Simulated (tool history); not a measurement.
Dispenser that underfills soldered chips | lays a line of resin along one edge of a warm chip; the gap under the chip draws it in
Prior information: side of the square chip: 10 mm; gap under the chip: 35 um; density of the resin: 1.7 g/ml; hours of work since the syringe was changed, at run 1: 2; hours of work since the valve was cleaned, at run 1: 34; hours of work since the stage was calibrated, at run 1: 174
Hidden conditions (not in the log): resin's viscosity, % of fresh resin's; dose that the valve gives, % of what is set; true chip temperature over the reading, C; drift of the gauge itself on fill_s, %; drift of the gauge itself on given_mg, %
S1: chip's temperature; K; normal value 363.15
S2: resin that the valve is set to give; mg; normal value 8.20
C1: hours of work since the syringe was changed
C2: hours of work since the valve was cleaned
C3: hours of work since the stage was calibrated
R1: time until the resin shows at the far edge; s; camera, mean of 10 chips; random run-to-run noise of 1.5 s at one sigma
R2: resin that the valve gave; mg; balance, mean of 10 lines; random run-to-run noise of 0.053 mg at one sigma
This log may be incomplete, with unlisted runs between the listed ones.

| run | hour | S1 | S2 | C1 | C2 | C3 | R1 | R2 |
|---|---|---|---|---|---|---|---|---|
| 1 | 0.0 | 363.15 | 8.20 | 2 | 34 | 174 | 156.9 | 7.99 |
|  | 10.9 | new syringe of resin |
| 2 | 11.2 | 363.15 | 8.20 | 0 | 42 | 182 | 148.2 | 7.95 |
| 3 | 18.5 | 363.15 | 8.20 | 5 | 47 | 187 | 183.0 | 7.69 |
|  | 25.0 | new syringe of resin |
| 4 | 28.3 | 363.15 | 8.20 | 2 | 53 | 193 | 162.3 | 7.79 |
|  | 38.6 | new syringe of resin |
| 5 | 38.8 | 363.15 | 8.20 | 0 | 60 | 200 | 147.5 | 7.72 |
| 6 | 46.1 | 363.15 | 8.20 | 5 | 65 | 205 | 187.2 | 7.71 |
|  | 51.9 | new syringe of resin |
| 7 | 52.0 | 363.15 | 8.20 | 0 | 69 | 209 | 143.1 | 7.62 |
|  | 62.9 | dispensing valve cleaned and set on the balance |
| 8 | 64.3 | 363.15 | 8.20 | 8 | 1 | 216 | 204.1 | 8.25 |
|  | 66.8 | new syringe of resin |
| 9 | 73.1 | 363.15 | 9.44 | 4 | 7 | 222 | 170.8 | 9.49 |
|  | 80.8 | new syringe of resin |
| 10 | 84.3 | 363.15 | 9.44 | 2 | 14 | 229 | 156.8 | 9.37 |
| 11 | 89.3 | 363.15 | 9.44 | 6 | 17 | 233 | 176.9 | 9.25 |
|  | 94.3 | new syringe of resin |
| 12 | 100.8 | 363.15 | 9.99 | 4 | 25 | 240 | 174.9 | 9.93 |
|  | 107.5 | new syringe of resin |
| 13 | 107.5 | 363.15 | 9.99 | 0 | 29 | 244 | 141.4 | 9.76 |
| 14 | 118.6 | 363.15 | 9.99 | 7 | 37 | 252 | 196.8 | 9.61 |
|  | 121.1 | new syringe of resin |
| 15 | 127.4 | 363.15 | 8.20 | 4 | 42 | 258 | 174.7 | 7.89 |
|  | 135.0 | new syringe of resin |
| 16 | 136.2 | 363.15 | 8.20 | 1 | 48 | 263 | 148.1 | 7.89 |
| 17 | 144.9 | 356.15 | 8.20 | 7 | 54 | 269 | 235.9 | 7.79 |
|  | 148.6 | new syringe of resin |
| 18 | 152.6 | 361.15 | 8.14 | 3 | 59 | 274 | 172.5 | 7.79 |
|  | 162.2 | new syringe of resin |
| 19 | 163.3 | 361.15 | 8.08 | 1 | 66 | 281 | 156.8 | 7.69 |
| 20 | 173.2 | 373.15 | 9.91 | 7 | 72 | 288 | 152.1 | 9.38 |
|  | 176.2 | new syringe of resin |
|  | 178.8 | dispensing valve cleaned and set on the balance |
| 21 | 183.9 | 373.15 | 9.91 | 5 | 3 | 294 | 128.4 | 9.83 |
|  | 190.8 | new syringe of resin |
| 22 | 195.0 | 373.15 | 9.91 | 3 | 11 | 301 | 122.1 | 9.73 |
|  | 204.5 | new syringe of resin |
| 23 | 205.6 | 349.15 | 10.41 | 1 | 18 | 308 | 210.6 | 10.23 |
| 24 | 212.3 | 374.15 | 7.05 | 5 | 22 | 313 | 144.3 | 6.89 |
|  | 217.8 | new syringe of resin |
| 25 | 221.7 | 363.15 | 7.05 | 3 | 28 | 319 | 168.6 | 6.86 |
|  | 231.3 | new syringe of resin |
| 26 | 233.1 | 362.15 | 10.23 | 1 | 36 | 326 | 147.8 | 9.88 |
| 27 | 237.9 | 362.15 | 7.06 | 4 | 39 | 330 | 189.9 | 6.82 |
|  | 244.6 | new syringe of resin |
| 28 | 248.4 | 366.15 | 9.27 | 3 | 46 | 336 | 146.0 | 8.80 |
| 29 | 255.0 | 350.15 | 7.34 | 7 | 50 | 341 | 300.9 | 6.95 |
|  | 258.2 | new syringe of resin |
| 30 | 260.9 | 366.15 | 10.47 | 2 | 54 | 345 | 136.6 | 10.00 |
| 31 | 266.7 | 359.15 | 7.32 | 6 | 58 | 348 | 215.1 | 6.87 |
|  | 271.4 | new syringe of resin |
| 32 | 275.9 | 359.15 | 7.32 | 3 | 64 | 354 | 196.3 | 6.84 |
|  | 285.1 | new syringe of resin |
| 33 | 287.2 | 362.15 | 10.51 | 1 | 71 | 362 | 153.1 | 9.81 |
|  | 294.3 | dispensing valve cleaned and set on the balance |
| 34 | 296.1 | 352.15 | 8.20 | 7 | 1 | 367 | 266.7 | 8.09 |

Results for each run, recomputed without the tool's hidden state and with each run's random variation untouched:
| run | R1 | R2 |
|---|---|---|
| 1 | 143.0 | 8.27 |
| 2 | 147.3 | 8.28 |
| 3 | 143.4 | 8.05 |
| 4 | 145.2 | 8.21 |
| 5 | 145.3 | 8.18 |
| 6 | 145.7 | 8.20 |
| 7 | 143.2 | 8.14 |
| 8 | 144.1 | 8.24 |
| 9 | 142.8 | 9.53 |
| 10 | 145.4 | 9.46 |
| 11 | 139.6 | 9.36 |
| 12 | 142.6 | 10.12 |
| 13 | 142.6 | 9.99 |
| 14 | 138.2 | 9.90 |
| 15 | 145.7 | 8.17 |
| 16 | 145.3 | 8.21 |
| 17 | 174.7 | 8.15 |
| 18 | 154.5 | 8.19 |
| 19 | 154.6 | 8.12 |
| 20 | 109.5 | 9.97 |
| 21 | 107.4 | 9.88 |
| 22 | 108.8 | 9.85 |
| 23 | 209.4 | 10.41 |
| 24 | 113.9 | 7.04 |
| 25 | 151.9 | 7.06 |
| 26 | 143.6 | 10.23 |
| 27 | 155.7 | 7.08 |
| 28 | 131.6 | 9.20 |
| 29 | 216.8 | 7.30 |
| 30 | 128.4 | 10.52 |
| 31 | 164.5 | 7.27 |
| 32 | 168.8 | 7.28 |
| 33 | 146.4 | 10.51 |
| 34 | 198.3 | 8.11 |

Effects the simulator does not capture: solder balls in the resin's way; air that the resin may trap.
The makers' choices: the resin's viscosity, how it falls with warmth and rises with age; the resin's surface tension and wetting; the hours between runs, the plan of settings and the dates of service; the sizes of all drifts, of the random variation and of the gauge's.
